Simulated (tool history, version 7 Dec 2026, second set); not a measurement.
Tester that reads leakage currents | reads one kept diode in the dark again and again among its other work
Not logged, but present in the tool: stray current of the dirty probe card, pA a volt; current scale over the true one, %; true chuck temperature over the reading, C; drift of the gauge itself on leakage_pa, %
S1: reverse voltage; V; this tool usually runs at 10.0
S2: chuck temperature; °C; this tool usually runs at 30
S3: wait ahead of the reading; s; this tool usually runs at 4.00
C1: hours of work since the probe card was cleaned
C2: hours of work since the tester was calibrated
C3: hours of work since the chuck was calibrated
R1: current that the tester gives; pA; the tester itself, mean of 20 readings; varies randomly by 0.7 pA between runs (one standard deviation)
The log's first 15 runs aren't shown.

| run | hour | S1 | S2 | S3 | C1 | C2 | C3 | R1 |
|---|---|---|---|---|---|---|---|---|
| 16 | 1047.9 | 10.0 | 30 | 4.00 | 1530 | 1724 | 381 | 234.36 |
| 17 | 1103.3 | 10.0 | 30 | 4.00 | 1556 | 1750 | 407 | 234.57 |
| 18 | 1183.0 | 10.0 | 30 | 4.00 | 1593 | 1788 | 445 | 233.28 |
| 19 | 1256.5 | 10.0 | 30 | 4.00 | 1627 | 1822 | 479 | 232.41 |
| 20 | 1330.8 | 10.0 | 30 | 4.00 | 1662 | 1857 | 514 | 232.01 |
| 21 | 1390.6 | 10.0 | 30 | 4.00 | 1690 | 1885 | 542 | 232.74 |
| 22 | 1447.8 | 10.0 | 30 | 4.00 | 1717 | 1912 | 569 | 232.91 |
| 23 | 1540.1 | 6.7 | 24 | 4.00 | 1761 | 1955 | 612 | 112.41 |
| 24 | 1587.7 | 13.9 | 46 | 1.79 | 1783 | 1978 | 635 | 971.96 |
| 25 | 1657.8 | 13.9 | 46 | 1.79 | 1816 | 2011 | 668 | 968.92 |
| 26 | 1699.2 | 12.1 | 26 | 1.79 | 1835 | 2030 | 687 | 187.57 |
| 27 | 1792.4 | 12.1 | 26 | 1.79 | 1879 | 2074 | 731 | 187.98 |
| 28 | 1869.2 | 12.1 | 26 | 1.79 | 1915 | 2110 | 767 | 187.63 |
| 29 | 1920.3 | 5.3 | 30 | 0.62 | 1939 | 2134 | 791 | 159.74 |
| 30 | 1984.4 | 5.3 | 30 | 0.62 | 1969 | 2164 | 821 | 160.39 |
| 31 | 2046.6 | 1.2 | 30 | 0.62 | 1998 | 2193 | 850 | 68.12 |
| 32 | 2109.2 | 1.2 | 31 | 0.62 | 2028 | 2222 | 880 | 73.47 |
| 33 | 2178.4 | 9.9 | 51 | 0.90 | 2060 | 2255 | 912 | 1137.97 |
| 34 | 2236.4 | 2.0 | 47 | 0.90 | 2088 | 2282 | 939 | 345.95 |
| 35 | 2299.4 | 2.0 | 49 | 2.18 | 2117 | 2312 | 969 | 402.10 |
| 36 | 2359.8 | 2.1 | 59 | 2.59 | 2146 | 2340 | 997 | 855.06 |
| 37 | 2405.4 | 2.6 | 49 | 4.00 | 2167 | 2362 | 1019 | 462.75 |
| 38 | 2482.3 | 2.6 | 34 | 3.06 | 2203 | 2398 | 1055 | 144.27 |
| 39 | 2538.7 | 1.4 | 24 | 0.49 | 2229 | 2424 | 1081 | 44.66 |
| 40 | 2613.8 | 1.2 | 48 | 0.49 | 2265 | 2459 | 1116 | 277.20 |

What if the next run were any one of these 3? Each begins from the tool's condition after run 40:
| A | 2673.1 | 1.2 | 48 | 0.49 | 2293 | 2487 | 1144 | ? |
| B | 2673.1 | 3.4 | 47 | 1.12 | 2293 | 2487 | 1144 | ? |
| C | 2673.1 | 1.2 | 48 | 3.71 | 2293 | 2487 | 1144 | ? |

| run | R1 |
|---|---|
| A | 276.02 |
| B | 455.86 |
| C | 276.27 |
Had the tool no hidden state, the same runs would have come out as:
| run | R1 |
|---|---|
| A | 302.55 |
| B | 497.37 |
| C | 302.85 |
